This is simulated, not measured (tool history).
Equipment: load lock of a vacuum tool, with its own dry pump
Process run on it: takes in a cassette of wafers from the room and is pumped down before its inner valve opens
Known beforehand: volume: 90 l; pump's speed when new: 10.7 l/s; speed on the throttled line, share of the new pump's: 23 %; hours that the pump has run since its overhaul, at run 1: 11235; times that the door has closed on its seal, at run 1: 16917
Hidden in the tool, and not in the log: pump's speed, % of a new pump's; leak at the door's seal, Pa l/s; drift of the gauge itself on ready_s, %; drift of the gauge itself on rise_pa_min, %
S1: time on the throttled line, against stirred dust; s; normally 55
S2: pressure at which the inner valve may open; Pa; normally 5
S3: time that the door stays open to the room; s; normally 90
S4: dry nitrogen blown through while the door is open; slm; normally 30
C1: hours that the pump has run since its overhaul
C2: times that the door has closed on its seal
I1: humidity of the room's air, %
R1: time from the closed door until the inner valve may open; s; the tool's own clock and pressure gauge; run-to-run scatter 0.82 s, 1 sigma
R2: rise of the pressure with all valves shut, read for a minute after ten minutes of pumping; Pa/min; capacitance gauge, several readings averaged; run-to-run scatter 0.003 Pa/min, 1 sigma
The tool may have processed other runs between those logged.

{"run": 1, "day": 0.0, "S1": 55, "S2": 5, "S3": 90, "S4": 30, "C1": 11235, "C2": 16917, "I1": 42.6, "R1": 129.9, "R2": 0.262}
{"run": 2, "day": 8.021, "S1": 55, "S2": 5, "S3": 90, "S4": 9, "C1": 11428, "C2": 17343, "I1": 49.1, "R1": 131.0, "R2": 0.295}
{"run": 3, "day": 19.675, "S1": 55, "S2": 6, "S3": 90, "S4": 30, "C1": 11708, "C2": 17963, "I1": 44.0, "R1": 130.3, "R2": 0.283}
{"run": 4, "day": 28.688, "S1": 55, "S2": 5, "S3": 90, "S4": 30, "C1": 11924, "C2": 18443, "I1": 45.2, "R1": 130.8, "R2": 0.308}
{"run": 5, "day": 39.696, "S1": 55, "S2": 5, "S3": 90, "S4": 30, "C1": 12188, "C2": 19028, "I1": 45.3, "R1": 129.7, "R2": 0.314}
{"run": 6, "day": 51.296, "S1": 55, "S2": 10, "S3": 235, "S4": 11, "C1": 12467, "C2": 19645, "I1": 49.9, "R1": 123.2, "R2": 0.361}
{"run": 7, "day": 58.262, "S1": 84, "S2": 5, "S3": 28, "S4": 12, "C1": 12634, "C2": 20015, "I1": 45.5, "R1": 151.8, "R2": 0.334}
{"run": 8, "day": 69.133, "S1": 56, "S2": 6, "S3": 90, "S4": 30, "C1": 12895, "C2": 20594, "I1": 43.5, "R1": 128.1, "R2": 0.345}
{"run": 9, "day": 78.421, "S1": 55, "S2": 9, "S3": 90, "S4": 30, "C1": 13118, "C2": 21088, "I1": 42.7, "R1": 125.7, "R2": 0.361}
{"run": 10, "day": 86.262, "S1": 55, "S2": 8, "S3": 90, "S4": 30, "C1": 13306, "C2": 21505, "I1": 45.0, "R1": 125.5, "R2": 0.365}

3 options for the next run, each taken on its own from the tool as it stands now. Forecast them:
{"run": "A", "day": 93.808, "S1": 41, "S2": 8, "S3": 90, "S4": 8, "C1": 13487, "C2": 21906, "I1": 42.9, "R1": "?", "R2": "?"}
{"run": "B", "day": 93.808, "S1": 55, "S2": 6, "S3": 90, "S4": 8, "C1": 13487, "C2": 21906, "I1": 45.3, "R1": "?", "R2": "?"}
{"run": "C", "day": 93.808, "S1": 36, "S2": 5, "S3": 90, "S4": 30, "C1": 13487, "C2": 21906, "I1": 44.6, "R1": "?", "R2": "?"}

run=A R1=115.2 R2=0.396
run=B R1=129.7 R2=0.397
run=C R1=117.2 R2=0.390
Without the tool's hidden state the same runs would have given:
run=A R1=110.7 R2=0.047
run=B R1=125.0 R2=0.052
run=C R1=112.1 R2=0.035

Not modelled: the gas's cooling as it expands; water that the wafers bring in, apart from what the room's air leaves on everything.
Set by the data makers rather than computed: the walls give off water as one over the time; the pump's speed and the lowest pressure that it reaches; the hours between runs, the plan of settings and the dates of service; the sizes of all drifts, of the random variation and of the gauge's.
